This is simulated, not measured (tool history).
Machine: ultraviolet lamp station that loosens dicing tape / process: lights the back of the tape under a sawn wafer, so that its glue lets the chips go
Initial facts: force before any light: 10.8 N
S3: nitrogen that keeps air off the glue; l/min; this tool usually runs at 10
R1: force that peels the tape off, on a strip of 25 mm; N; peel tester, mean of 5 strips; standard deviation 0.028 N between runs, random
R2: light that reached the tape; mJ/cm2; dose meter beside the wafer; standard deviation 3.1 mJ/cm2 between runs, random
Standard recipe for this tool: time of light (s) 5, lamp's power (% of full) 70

Run 1, hour 0.0: usual settings. Result: R1 2.084 N, R2 380 mJ/cm2.
Run 2, hour 35.1: usual settings. Result: R1 2.145 N, R2 371 mJ/cm2.
Run 3, hour 59.5: usual settings. Result: R1 2.177 N, R2 375 mJ/cm2.
Run 4, hour 94.8: usual settings. Result: R1 2.133 N, R2 364 mJ/cm2.
Run 5, hour 117.6: usual settings. Result: R1 2.181 N, R2 359 mJ/cm2.
Run 6, hour 133.3: usual settings but lamp's power (% of full) 86. Result: R1 1.609 N, R2 442 mJ/cm2.
Run 7, hour 160.8: usual settings but lamp's power (% of full) 86. Result: R1 1.628 N, R2 435 mJ/cm2.
Run 8, hour 193.0: usual settings but lamp's power (% of full) 78. Result: R1 1.987 N, R2 389 mJ/cm2.
Run 9, hour 215.3: usual settings but S3 9 l/min. Result: R1 2.488 N, R2 348 mJ/cm2.
Run 10, hour 239.4: usual settings but lamp's power (% of full) 78. Result: R1 2.004 N, R2 381 mJ/cm2.
Run 11, hour 266.4: usual settings. Result: R1 2.446 N, R2 336 mJ/cm2.
Run 12, hour 297.2: usual settings. Result: R1 2.545 N, R2 339 mJ/cm2.
Run 13, hour 330.1: usual settings but S3 14 l/min. Result: R1 2.332 N, R2 337 mJ/cm2.
At hour 357.6: window cleaned of glue's vapour.
Run 14, hour 357.6: usual settings. Result: R1 2.226 N, R2 367 mJ/cm2.
Run 15, hour 381.7: usual settings. Result: R1 2.295 N, R2 361 mJ/cm2.
Run 16, hour 407.5: usual settings but lamp's power (% of full) 66. Result: R1 2.522 N, R2 336 mJ/cm2.
Run 17, hour 425.5: usual settings but lamp's power (% of full) 66. Result: R1 2.563 N, R2 329 mJ/cm2.
Run 18, hour 440.8: usual settings but lamp's power (% of full) 66. Result: R1 2.572 N, R2 324 mJ/cm2.
Run 19, hour 470.0: usual settings but lamp's power (% of full) 66. Result: R1 2.657 N, R2 325 mJ/cm2.
Run 20, hour 504.3: usual settings but time of light (s) 3, lamp's power (% of full) 73, S3 8 l/min. Result: R1 4.605 N, R2 211 mJ/cm2.
Run 21, hour 525.6: usual settings but time of light (s) 2, lamp's power (% of full) 90. Result: R1 5.209 N, R2 176 mJ/cm2.
Run 22, hour 557.5: usual settings but time of light (s) 2, lamp's power (% of full) 86, S3 12 l/min. Result: R1 5.041 N, R2 159 mJ/cm2.
Run 23, hour 575.1: usual settings but time of light (s) 2, lamp's power (% of full) 86, S3 12 l/min. Result: R1 5.098 N, R2 158 mJ/cm2.
Run 24, hour 595.9: usual settings but time of light (s) 3, lamp's power (% of full) 66, S3 6 l/min. Result: R1 5.199 N, R2 188 mJ/cm2.
Run 25, hour 626.8: usual settings but time of light (s) 3, S3 5 l/min. Result: R1 5.341 N, R2 193 mJ/cm2.
Run 26, hour 652.3: usual settings but time of light (s) 3, S3 5 l/min. Result: R1 5.170 N, R2 195 mJ/cm2.

Forecast run 27:
Run 27, hour 678.1: usual settings but time of light (s) 3, lamp's power (% of full) 88, S3 5 l/min. Result: R1 ?, R2 ?.

Run 27 came out at R1 4.430 N, R2 239 mJ/cm2.
Minus the tool's unlogged condition, the same run would have read R1 2.860 N, R2 361 mJ/cm2.
